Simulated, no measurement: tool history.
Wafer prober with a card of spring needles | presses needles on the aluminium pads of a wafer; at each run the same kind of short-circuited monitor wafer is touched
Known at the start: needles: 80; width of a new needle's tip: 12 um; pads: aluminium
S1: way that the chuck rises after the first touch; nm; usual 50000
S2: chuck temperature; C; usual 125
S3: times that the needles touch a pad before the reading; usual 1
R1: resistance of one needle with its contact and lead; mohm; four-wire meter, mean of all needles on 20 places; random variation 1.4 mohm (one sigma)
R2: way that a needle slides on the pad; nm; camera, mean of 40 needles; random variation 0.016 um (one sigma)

run,hour,S1,S2,S3,R1,R2
1,0.0,50000,125,1,234,6790
# hour 5.8: tips cleaned on abrasive film
# hour 15.1: tips cleaned on abrasive film
# hour 24.5: tips cleaned on abrasive film
2,26.4,50000,125,1,222,6760
# hour 34.0: tips cleaned on abrasive film
# hour 41.6: tips cleaned on abrasive film
# hour 49.3: tips cleaned on abrasive film
# hour 56.9: tips cleaned on abrasive film
3,61.4,50000,125,1,269,6650
# hour 65.3: tips cleaned on abrasive film
# hour 72.9: tips cleaned on abrasive film
# hour 82.3: tips cleaned on abrasive film
4,87.3,50000,125,1,261,6670
# hour 91.0: tips cleaned on abrasive film
# hour 98.7: tips cleaned on abrasive film
# hour 108.0: tips cleaned on abrasive film
# hour 117.5: tips cleaned on abrasive film
5,118.2,50000,125,2,159,6640
# hour 124.1: height of the first contact set anew
# hour 126.1: tips cleaned on abrasive film
# hour 133.8: tips cleaned on abrasive film
6,137.7,50000,125,1,260,6580
# hour 141.6: tips cleaned on abrasive film
# hour 149.3: tips cleaned on abrasive film
7,156.3,50000,125,1,302,6560
# hour 158.3: tips cleaned on abrasive film
# hour 167.7: tips cleaned on abrasive film
# hour 175.3: tips cleaned on abrasive film
8,179.6,50000,125,1,279,6540
# hour 183.5: tips cleaned on abrasive film
# hour 192.9: tips cleaned on abrasive film
# hour 200.6: tips cleaned on abrasive film
9,201.8,50000,125,1,212,6500
# hour 209.5: tips cleaned on abrasive film
# hour 217.1: tips cleaned on abrasive film
10,223.5,50000,125,1,301,6490
# hour 225.5: tips cleaned on abrasive film
# hour 234.9: tips cleaned on abrasive film
# hour 242.5: tips cleaned on abrasive film
# hour 250.2: tips cleaned on abrasive film
11,252.9,50000,125,1,257,6460
# hour 258.6: tips cleaned on abrasive film
# hour 260.8: height of the first contact set anew
# hour 268.3: tips cleaned on abrasive film
# hour 277.3: tips cleaned on abrasive film
12,277.3,50000,125,1,151,6750
# hour 286.9: tips cleaned on abrasive film
# hour 294.5: tips cleaned on abrasive film
13,301.7,50000,125,1,307,6770
# hour 303.6: tips cleaned on abrasive film
# hour 307.7: height of the first contact set anew, once more
# hour 311.6: tips cleaned on abrasive film
# hour 319.2: tips cleaned on abrasive film
14,319.6,50000,125,1,170,6770
# hour 327.3: tips cleaned on abrasive film
# hour 334.9: tips cleaned on abrasive film
# hour 344.4: tips cleaned on abrasive film
# hour 352.1: tips cleaned on abrasive film
# hour 360.8: tips cleaned on abrasive film
15,360.8,31000,95,2,168,4130
# hour 370.4: tips cleaned on abrasive film
# hour 379.7: tips cleaned on abrasive film
# hour 389.2: tips cleaned on abrasive film
# hour 398.6: tips cleaned on abrasive film
16,399.4,39000,36,1,225,5150
# hour 406.9: tips cleaned on abrasive film
# hour 414.5: tips cleaned on abrasive film
# hour 424.0: tips cleaned on abrasive film
# hour 431.7: tips cleaned on abrasive film
17,434.2,39000,79,2,246,5140
# hour 439.9: tips cleaned on abrasive film
# hour 444.0: height of the first contact set anew
# hour 449.8: tips cleaned on abrasive film
# hour 458.2: tips cleaned on abrasive film
18,458.2,39000,76,3,144,5260
# hour 465.9: tips cleaned on abrasive film
# hour 475.4: tips cleaned on abrasive film
# hour 484.3: tips cleaned on abrasive film
19,491.3,49000,125,2,250,6570
# hour 493.3: tips cleaned on abrasive film
# hour 502.7: tips cleaned on abrasive film
# hour 510.4: tips cleaned on abrasive film
# hour 519.9: tips cleaned on abrasive film
# hour 527.6: tips cleaned on abrasive film
# hour 539.6: card fitted with new needles
20,544.3,49000,125,2,184,6660
# hour 548.2: tips cleaned on abrasive film
# hour 555.8: tips cleaned on abrasive film
# hour 563.5: tips cleaned on abrasive film
# hour 573.0: tips cleaned on abrasive film
# hour 580.6: tips cleaned on abrasive film
21,581.1,49000,125,2,146,6600
# hour 588.7: tips cleaned on abrasive film
# hour 598.0: tips cleaned on abrasive film
# hour 605.7: tips cleaned on abrasive film
22,608.3,45000,125,2,176,6030
# hour 614.0: tips cleaned on abrasive film
# hour 623.4: tips cleaned on abrasive film
# hour 631.1: tips cleaned on abrasive film
23,631.3,38000,78,2,144,5040

Forecast run 24:
# hour 638.9: tips cleaned on abrasive film
# hour 646.6: tips cleaned on abrasive film
# hour 654.2: tips cleaned on abrasive film
# hour 663.6: tips cleaned on abrasive film
# hour 672.6: tips cleaned on abrasive film
24,672.6,41000,26,3,?,?

{"run 24": {"R1": 125, "R2": 5390}}
Without the tool's hidden state the same run would have given R1 116 mohm, R2 5560 nm.
